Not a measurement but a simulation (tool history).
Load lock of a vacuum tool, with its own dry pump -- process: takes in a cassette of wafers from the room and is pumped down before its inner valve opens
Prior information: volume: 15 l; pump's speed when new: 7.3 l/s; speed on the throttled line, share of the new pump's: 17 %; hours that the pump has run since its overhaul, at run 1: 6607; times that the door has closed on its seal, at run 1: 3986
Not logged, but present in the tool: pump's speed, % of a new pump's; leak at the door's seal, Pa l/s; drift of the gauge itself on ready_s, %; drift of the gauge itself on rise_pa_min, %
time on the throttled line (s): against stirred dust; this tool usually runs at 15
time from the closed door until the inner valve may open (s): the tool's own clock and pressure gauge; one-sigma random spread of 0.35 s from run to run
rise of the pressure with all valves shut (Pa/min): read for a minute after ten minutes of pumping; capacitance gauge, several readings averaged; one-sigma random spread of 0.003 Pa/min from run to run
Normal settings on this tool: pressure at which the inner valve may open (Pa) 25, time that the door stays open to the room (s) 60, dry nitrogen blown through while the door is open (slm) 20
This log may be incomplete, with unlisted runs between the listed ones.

run    hour  time on the throttled line (s)  pressure at which the inner valve may open (Pa)  time that the door stays open to the room (s)  dry nitrogen blown through while the door is open (slm)  hours that the pump has run since its overhaul  times that the door has closed on its seal  incoming humidity of the room's air, %  time from the closed door until the inner valve may open (s)  rise of the pressure with all valves shut (Pa/min)
  1     0.0                              15                                               25                                             60                                                       20                                            6607                                        3986                                    46.2                                                          31.2                                               0.052
  2   110.6                              15                                               25                                             60                                                       20                                            6718                                        4329                                    45.6                                                          30.9                                               0.058
  3   191.7                              15                                               23                                             60                                                       20                                            6799                                        4580                                    43.5                                                          31.5                                               0.059
  4   271.0                              15                                               25                                             60                                                       20                                            6878                                        4825                                    45.1                                                          31.0                                               0.052
  5   387.4                              15                                               25                                            125                                                       20                                            6995                                        5186                                    45.4                                                          30.7                                               0.080
  6   519.9                              15                                               25                                            125                                                       20                                            7127                                        5596                                    49.4                                                          31.1                                               0.084
  7   636.1                              15                                               25                                            125                                                       20                                            7244                                        5956                                    50.6                                                          30.7                                               0.091
  8   740.0                              15                                               25                                             60                                                        7                                            7347                                        6278                                    42.6                                                          31.6                                               0.075
  9   838.6                              15                                               25                                             60                                                        7                                            7446                                        6583                                    46.0                                                          31.4                                               0.082
 10   969.3                              15                                               25                                             60                                                        7                                            7577                                        6988                                    46.0                                                          30.1                                               0.087
 11  1024.2                              15                                               25                                             60                                                        7                                            7632                                        7157                                    44.8                                                          30.5                                               0.079
 12  1087.3                              15                                               25                                             60                                                       20                                            7695                                        7353                                    45.1                                                          31.3                                               0.060
 13  1198.1                              15                                               25                                             60                                                       20                                            7806                                        7696                                    45.8                                                          31.3                                               0.064
 14  1258.7                              15                                               25                                             60                                                       20                                            7866                                        7884                                    43.7                                                          31.2                                               0.058
 15  1373.3                              15                                               25                                             60                                                       20                                            7981                                        8238                                    43.7                                                          31.0                                               0.060
 16  1456.9                              15                                               25                                             60                                                       20                                            8064                                        8497                                    42.4                                                          31.3                                               0.061
 17  1547.4                              15                                               25                                             60                                                       20                                            8155                                        8777                                    43.3                                                          31.6                                               0.060
 18  1649.9                              15                                               25                                             60                                                       20                                            8257                                        9095                                    43.2                                                          31.0                                               0.057
 19  1716.4                              15                                               25                                             60                                                       20                                            8324                                        9301                                    45.4                                                          31.5                                               0.059
 20  1812.7                              15                                               27                                             75                                                       20                                            8420                                        9599                                    42.0                                                          32.0                                               0.068
 21  1913.6                              15                                               38                                             40                                                       20                                            8521                                        9911                                    45.9                                                          30.3                                               0.052
 22  2003.0                              15                                               30                                            217                                                        8                                            8610                                       10188                                    42.7                                                          31.2                                               0.146
 23  2057.5                              15                                               30                                            217                                                        8                                            8665                                       10357                                    43.9                                                          30.8                                               0.154
 24  2118.1                              15                                               30                                            217                                                        8                                            8726                                       10545                                    45.9                                                          30.7                                               0.150
 25  2209.3                              14                                               46                                             92                                                       26                                            8817                                       10827                                    45.0                                                          28.8                                               0.072
 26  2284.9                              15                                               25                                            137                                                       35                                            8892                                       11061                                    44.0                                                          30.9                                               0.067
 27  2371.3                              12                                               25                                            137                                                       35                                            8979                                       11328                                    45.3                                                          28.9                                               0.072
 28  2428.1                              12                                               25                                            137                                                       35                                            9036                                       11504                                    45.2                                                          29.0                                               0.068
 29  2502.2                              13                                               25                                             48                                                        7                                            9110                                       11734                                    45.1                                                          29.7                                               0.076
 30  2619.1                              10                                               25                                             60                                                       16                                            9227                                       12095                                    48.7                                                          27.6                                               0.074
 31  2712.3                              10                                               25                                             60                                                       16                                            9320                                       12384                                    46.2                                                          27.2                                               0.069
 32  2826.9                              10                                               25                                             60                                                       16                                            9434                                       12739                                    48.5                                                          27.5                                               0.072
 33  2928.7                               9                                               23                                             96                                                        8                                            9536                                       13054                                    46.8                                                          27.4                                               0.106
 34  3030.8                               9                                               23                                             96                                                        8                                            9638                                       13370                                    41.0                                                          27.2                                               0.097
 35  3126.4                               9                                               23                                             96                                                        8                                            9734                                       13666                                    47.2                                                          26.9                                               0.105
 36  3197.2                               9                                               23                                             96                                                        8                                            9805                                       13885                                    41.5                                                          26.8                                               0.101
 37  3280.5                               9                                               23                                             96                                                       40                                            9888                                       14143                                    43.2                                                          27.0                                               0.060
 38  3346.6                               9                                               23                                             96                                                       40                                            9954                                       14348                                    45.5                                                          26.8                                               0.063

Same runs, no hidden state in the tool, same run-to-run variation:
run  time from the closed door until the inner valve may open (s)  rise of the pressure with all valves shut (Pa/min)
  1                                                          30.0                                               0.045
  2                                                          29.6                                               0.051
  3                                                          30.2                                               0.052
  4                                                          29.7                                               0.045
  5                                                          29.3                                               0.073
  6                                                          29.7                                               0.077
  7                                                          29.3                                               0.083
  8                                                          30.1                                               0.066
  9                                                          29.9                                               0.073
 10                                                          28.7                                               0.078
 11                                                          29.0                                               0.069
 12                                                          29.8                                               0.051
 13                                                          29.7                                               0.054
 14                                                          29.6                                               0.048
 15                                                          29.4                                               0.050
 16                                                          29.7                                               0.050
 17                                                          29.9                                               0.049
 18                                                          29.3                                               0.046
 19                                                          29.8                                               0.048
 20                                                          30.3                                               0.056
 21                                                          28.7                                               0.040
 22                                                          29.5                                               0.134
 23                                                          29.1                                               0.141
 24                                                          29.0                                               0.138
 25                                                          27.0                                               0.059
 26                                                          29.0                                               0.054
 27                                                          27.0                                               0.059
 28                                                          27.0                                               0.054
 29                                                          27.7                                               0.062
 30                                                          25.6                                               0.059
 31                                                          25.1                                               0.054
 32                                                          25.4                                               0.057
 33                                                          25.2                                               0.090
 34                                                          25.0                                               0.080
 35                                                          24.6                                               0.089
 36                                                          24.5                                               0.084
 37                                                          24.7                                               0.042
 38                                                          24.4                                               0.045

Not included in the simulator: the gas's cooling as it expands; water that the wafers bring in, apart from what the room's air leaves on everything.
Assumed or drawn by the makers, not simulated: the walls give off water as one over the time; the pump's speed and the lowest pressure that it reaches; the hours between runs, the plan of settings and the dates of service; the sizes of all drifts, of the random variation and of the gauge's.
